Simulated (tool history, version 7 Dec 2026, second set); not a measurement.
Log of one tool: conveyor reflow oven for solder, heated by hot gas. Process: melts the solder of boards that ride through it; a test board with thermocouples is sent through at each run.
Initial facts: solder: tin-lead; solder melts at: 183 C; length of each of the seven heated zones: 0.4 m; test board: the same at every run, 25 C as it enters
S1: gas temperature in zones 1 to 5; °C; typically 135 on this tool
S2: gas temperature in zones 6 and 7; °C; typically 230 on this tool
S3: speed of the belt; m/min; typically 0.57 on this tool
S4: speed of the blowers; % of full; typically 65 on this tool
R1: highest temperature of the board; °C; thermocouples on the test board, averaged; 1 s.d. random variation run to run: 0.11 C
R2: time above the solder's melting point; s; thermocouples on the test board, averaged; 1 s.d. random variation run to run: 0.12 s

run 1 hour=0 | S1=135 S2=230 S3=0.57 S4=65 | R1=212.4 R2=57.3
run 2 hour=18.8 | S1=135 S2=232 S3=0.57 S4=65 | R1=214.1 R2=58.8
run 3 hour=38 | S1=135 S2=232 S3=0.57 S4=65 | R1=214.1 R2=58.8
run 4 hour=56.8 | S1=135 S2=230 S3=0.57 S4=65 | R1=212.3 R2=57.2
run 5 hour=70.8 | S1=135 S2=230 S3=0.57 S4=65 | R1=212.3 R2=57.2
run 6 hour=86.3 | S1=135 S2=230 S3=0.57 S4=65 | R1=212.5 R2=57.2
run 7 hour=99.2 | S1=135 S2=230 S3=0.57 S4=65 | R1=212.5 R2=57.1
run 8 hour=110.8 | S1=135 S2=230 S3=0.57 S4=65 | R1=212.6 R2=57.2
run 9 hour=122.1 | S1=135 S2=230 S3=0.57 S4=65 | R1=212.5 R2=57.3
run 10 hour=130.6 | S1=135 S2=230 S3=0.57 S4=65 | R1=212.5 R2=57.2
run 11 hour=149.9 | S1=135 S2=230 S3=0.57 S4=65 | R1=212.3 R2=57.2
run 12 hour=162.5 | S1=135 S2=230 S3=0.57 S4=65 | R1=212.4 R2=57.4
run 13 hour=177.6 | S1=135 S2=230 S3=0.57 S4=65 | R1=212.5 R2=57.3
run 14 hour=195.7 | S1=135 S2=218 S3=0.57 S4=65 | R1=202.3 R2=45.4
run 15 hour=210.9 | S1=135 S2=230 S3=0.57 S4=65 | R1=212.3 R2=57.2
run 16 hour=219.3 | S1=135 S2=230 S3=0.57 S4=65 | R1=212.4 R2=57.2
run 17 hour=230.4 | S1=135 S2=230 S3=0.57 S4=65 | R1=212.3 R2=57.2
run 18 hour=240.7 | S1=124 S2=233 S3=0.607 S4=78 | R1=214 R2=51.7
run 19 hour=259.3 | S1=135 S2=230 S3=0.635 S4=80 | R1=212.3 R2=51.5
run 20 hour=272.2 | S1=147 S2=230 S3=0.605 S4=61 | R1=211.9 R2=57.5
run 21 hour=288 | S1=148 S2=236 S3=0.569 S4=76 | R1=222.2 R2=71.2
run 22 hour=301.1 | S1=130 S2=228 S3=0.569 S4=76 | R1=212.3 R2=55.8
run 23 hour=320.7 | S1=143 S2=230 S3=0.536 S4=65 | R1=215.6 R2=68
run 24 hour=329.5 | S1=127 S2=236 S3=0.472 S4=65 | R1=222.5 R2=77.2
run 25 hour=342 | S1=136 S2=218 S3=0.472 S4=55 | R1=205.7 R2=62.1
run 26 hour=354.3 | S1=132 S2=218 S3=0.472 S4=63 | R1=206.3 R2=62.6
run 27 hour=373.6 | S1=144 S2=223 S3=0.472 S4=63 | R1=212.6 R2=76.2
run 28 hour=382 | S1=122 S2=230 S3=0.57 S4=65 | R1=210.1 R2=50.3
run 29 hour=392.5 | S1=121 S2=232 S3=0.484 S4=61 | R1=216.2 R2=67.2
-- hour=396.1 thermocouples of zones 6 and 7 changed
run 30 hour=409.1 | S1=121 S2=232 S3=0.484 S4=61 | R1=216.1 R2=67.3

Consider 3 possible next runs. They are alternatives, not a sequence: every one starts from the tool as it was left by run 30. What does each give?
run A hour=427.8 | S1=121 S2=232 S3=0.531 S4=61 | R1=? R2=?
run B hour=427.8 | S1=144 S2=230 S3=0.505 S4=65 | R1=? R2=?
run C hour=427.8 | S1=131 S2=230 S3=0.549 S4=62 | R1=? R2=?

run=A R1=213 R2=57.3
run=B R1=217.4 R2=75.1
run=C R1=212.1 R2=57.8
Without the tool's unlogged condition, the same runs would have read:
run=A R1=213 R2=57.3
run=B R1=217.4 R2=75.1
run=C R1=212.1 R2=57.8
